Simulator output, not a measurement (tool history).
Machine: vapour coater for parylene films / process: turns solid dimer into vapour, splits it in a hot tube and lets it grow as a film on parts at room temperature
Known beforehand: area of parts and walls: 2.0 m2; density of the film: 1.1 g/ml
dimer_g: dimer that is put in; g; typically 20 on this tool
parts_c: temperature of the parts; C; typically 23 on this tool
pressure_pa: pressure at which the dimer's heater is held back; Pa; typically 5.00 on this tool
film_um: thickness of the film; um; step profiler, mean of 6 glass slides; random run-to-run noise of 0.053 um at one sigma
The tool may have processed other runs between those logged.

run 1 hour=0.0 | dimer_g=20 parts_c=23 pressure_pa=5.00 | film_um=5.95
run 2 hour=19.2 | dimer_g=20 parts_c=26 pressure_pa=5.00 | film_um=5.25
run 3 hour=41.4 | dimer_g=20 parts_c=23 pressure_pa=5.00 | film_um=6.03
run 4 hour=55.7 | dimer_g=20 parts_c=23 pressure_pa=5.00 | film_um=5.95
run 5 hour=78.1 | dimer_g=21 parts_c=23 pressure_pa=5.00 | film_um=6.31
run 6 hour=94.4 | dimer_g=20 parts_c=23 pressure_pa=5.00 | film_um=5.98
run 7 hour=107.7 | dimer_g=20 parts_c=23 pressure_pa=5.00 | film_um=5.93
run 8 hour=131.2 | dimer_g=20 parts_c=23 pressure_pa=5.00 | film_um=5.93
run 9 hour=150.7 | dimer_g=20 parts_c=23 pressure_pa=4.15 | film_um=6.14
run 10 hour=163.4 | dimer_g=20 parts_c=23 pressure_pa=5.99 | film_um=5.79
run 11 hour=179.6 | dimer_g=20 parts_c=23 pressure_pa=5.99 | film_um=5.79
run 12 hour=195.0 | dimer_g=20 parts_c=23 pressure_pa=5.00 | film_um=6.04
run 13 hour=205.9 | dimer_g=20 parts_c=23 pressure_pa=5.00 | film_um=5.94
run 14 hour=224.6 | dimer_g=20 parts_c=23 pressure_pa=5.00 | film_um=5.92
run 15 hour=243.2 | dimer_g=20 parts_c=23 pressure_pa=5.00 | film_um=5.90
run 16 hour=259.7 | dimer_g=20 parts_c=24 pressure_pa=5.00 | film_um=5.67
run 17 hour=277.0 | dimer_g=20 parts_c=24 pressure_pa=5.00 | film_um=5.58
run 18 hour=297.3 | dimer_g=9 parts_c=19 pressure_pa=2.82 | film_um=3.48
run 19 hour=315.4 | dimer_g=12 parts_c=23 pressure_pa=6.46 | film_um=3.36
run 20 hour=329.3 | dimer_g=12 parts_c=34 pressure_pa=9.65 | film_um=1.98
run 21 hour=340.1 | dimer_g=12 parts_c=34 pressure_pa=9.65 | film_um=1.98
run 22 hour=356.4 | dimer_g=12 parts_c=34 pressure_pa=9.65 | film_um=1.95
run 23 hour=370.7 | dimer_g=12 parts_c=34 pressure_pa=9.65 | film_um=1.91
run 24 hour=391.1 | dimer_g=12 parts_c=34 pressure_pa=9.65 | film_um=1.90
run 25 hour=403.1 | dimer_g=12 parts_c=34 pressure_pa=9.65 | film_um=1.94
run 26 hour=412.8 | dimer_g=12 parts_c=34 pressure_pa=9.65 | film_um=1.90
run 27 hour=424.0 | dimer_g=9 parts_c=22 pressure_pa=8.00 | film_um=2.50
run 28 hour=433.5 | dimer_g=9 parts_c=22 pressure_pa=8.00 | film_um=2.52
run 29 hour=452.2 | dimer_g=33 parts_c=20 pressure_pa=2.79 | film_um=12.15
run 30 hour=462.7 | dimer_g=20 parts_c=24 pressure_pa=6.15 | film_um=5.36
run 31 hour=472.3 | dimer_g=29 parts_c=21 pressure_pa=5.00 | film_um=9.14
run 32 hour=486.5 | dimer_g=9 parts_c=24 pressure_pa=10.83 | film_um=2.19
run 33 hour=497.7 | dimer_g=9 parts_c=24 pressure_pa=10.83 | film_um=2.14
run 34 hour=510.8 | dimer_g=10 parts_c=30 pressure_pa=3.73 | film_um=2.23

Each run again, without the hidden state but with its own random variation kept:
Hidden state at play: vapour lost through the trap's worn valve, %; true temperature of the parts over the reading, C; drift of the gauge itself on film_um, %.
run=1 film_um=6.14
run=2 film_um=5.42
run=3 film_um=6.24
run=4 film_um=6.17
run=5 film_um=6.55
run=6 film_um=6.21
run=7 film_um=6.17
run=8 film_um=6.18
run=9 film_um=6.40
run=10 film_um=6.05
run=11 film_um=6.06
run=12 film_um=6.33
run=13 film_um=6.23
run=14 film_um=6.21
run=15 film_um=6.21
run=16 film_um=5.97
run=17 film_um=5.88
run=18 film_um=3.68
run=19 film_um=3.56
run=20 film_um=2.10
run=21 film_um=2.10
run=22 film_um=2.07
run=23 film_um=2.03
run=24 film_um=2.03
run=25 film_um=2.07
run=26 film_um=2.03
run=27 film_um=2.67
run=28 film_um=2.70
run=29 film_um=13.02
run=30 film_um=5.75
run=31 film_um=9.82
run=32 film_um=2.35
run=33 film_um=2.31
run=34 film_um=2.40
